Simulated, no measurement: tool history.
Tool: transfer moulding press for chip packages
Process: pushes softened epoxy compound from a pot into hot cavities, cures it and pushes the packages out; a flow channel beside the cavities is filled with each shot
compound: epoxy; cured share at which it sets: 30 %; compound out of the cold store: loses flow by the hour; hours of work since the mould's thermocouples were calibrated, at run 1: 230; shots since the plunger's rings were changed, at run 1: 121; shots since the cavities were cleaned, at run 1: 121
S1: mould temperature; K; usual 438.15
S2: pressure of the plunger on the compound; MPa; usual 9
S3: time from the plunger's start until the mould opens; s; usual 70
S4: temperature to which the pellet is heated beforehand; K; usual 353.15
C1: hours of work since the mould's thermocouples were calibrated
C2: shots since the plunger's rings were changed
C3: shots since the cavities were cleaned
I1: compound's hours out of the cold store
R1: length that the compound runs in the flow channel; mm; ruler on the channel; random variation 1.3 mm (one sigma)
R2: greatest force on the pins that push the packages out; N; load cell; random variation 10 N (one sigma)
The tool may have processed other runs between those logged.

run	hour	S1	S2	S3	S4	C1	C2	C3	I1	R1	R2
1	0	438.15	9	70	353.15	230	121	121	39.9	488	580
2	15.8	438.15	9	70	353.15	238	309	309	44.9	479	675
3	34.5	438.15	9	70	353.15	248	533	533	44.5	481	734
4	56.2	438.15	9	70	353.15	258	792	792	44	481	786
# hour 76.8: cavities cleaned with cleaning compound and waxed
5	77.1	438.15	9	70	353.15	268	1024	4	36.1	489	929
6	97.3	438.15	9	70	353.15	278	1265	245	38.5	484	896
7	119.3	438.15	9	88	353.15	289	1527	507	16.9	517	661
8	138.4	438.15	9	70	350.15	299	1756	736	10.8	530	884
9	152.5	438.15	9	70	350.15	305	1924	904	9.3	529	907
# hour 163.7: cavities cleaned with cleaning compound and waxed
10	171.1	438.15	9	70	350.15	314	2129	88	13.6	521	548
11	187.7	438.15	9	70	350.15	322	2327	286	37.1	483	677
# hour 194.6: cavities cleaned with cleaning compound and waxed, once more
12	208.7	438.15	9	70	350.15	332	2560	168	36.6	483	605
13	220.2	438.15	9	70	353.15	338	2697	305	14.4	516	693
14	230.2	438.15	9	70	353.15	343	2817	425	14.6	515	759
15	252.1	438.15	9	70	353.15	354	3078	686	13.9	515	803
16	262.6	437.15	9.69	92	362.15	359	3203	811	14.6	534	611
# hour 281.4: cavities cleaned with cleaning compound and waxed
17	285.6	443.15	10.3	56	355.15	369	3460	49	28.6	519	665
18	295.5	439.15	10.24	68	345.15	374	3578	167	23.2	532	660
19	314.5	439.15	10.24	68	345.15	384	3806	395	30.2	518	767
20	334	439.15	8.7	96	348.15	394	4039	628	12.6	503	569
21	349.9	439.15	8.7	96	348.15	401	4229	818	18.2	494	603
# hour 368.1: cavities cleaned with cleaning compound and waxed
22	373.5	441.15	8.7	51	348.15	412	4492	64	14.3	499	1187
23	397.3	441.15	10.24	51	348.15	424	4776	348	9.7	545	1556
24	417.9	446.15	8.15	70	349.15	434	5022	594	25.3	456	586
25	433.2	446.15	7.51	70	349.15	442	5205	777	30.5	431	618
# hour 454.7: cavities cleaned with cleaning compound and waxed
26	457	446.15	9.58	71	349.15	453	5472	28	38.3	474	380
27	474.1	446.15	9.58	71	349.15	462	5676	232	15.5	506	485
28	486.2	444.15	10.09	64	355.15	468	5820	376	21.5	513	627
29	502.6	434.15	9	70	353.15	476	6017	573	16.1	505	1047

Consider 4 possible next runs. They are alternatives, not a sequence: every one starts from the tool as it was left by run 29. What does each give?
A	515.6	436.15	9.1	70	357.15	482	6172	728	18.2	?	?
B	515.6	434.15	9	70	348.15	482	6172	728	47.8	?	?
C	515.6	442.15	7.38	55	353.15	482	6172	728	38.6	?	?
D	515.6	438.15	10.52	70	347.15	482	6172	728	31.6	?	?

run	R1	R2
A	499	946
B	457	1017
C	416	1210
D	515	837
The same runs, with their run-to-run variation unchanged, on a tool lacking any hidden condition would have given:
run	R1	R2
A	529	515
B	484	552
C	441	661
D	546	459

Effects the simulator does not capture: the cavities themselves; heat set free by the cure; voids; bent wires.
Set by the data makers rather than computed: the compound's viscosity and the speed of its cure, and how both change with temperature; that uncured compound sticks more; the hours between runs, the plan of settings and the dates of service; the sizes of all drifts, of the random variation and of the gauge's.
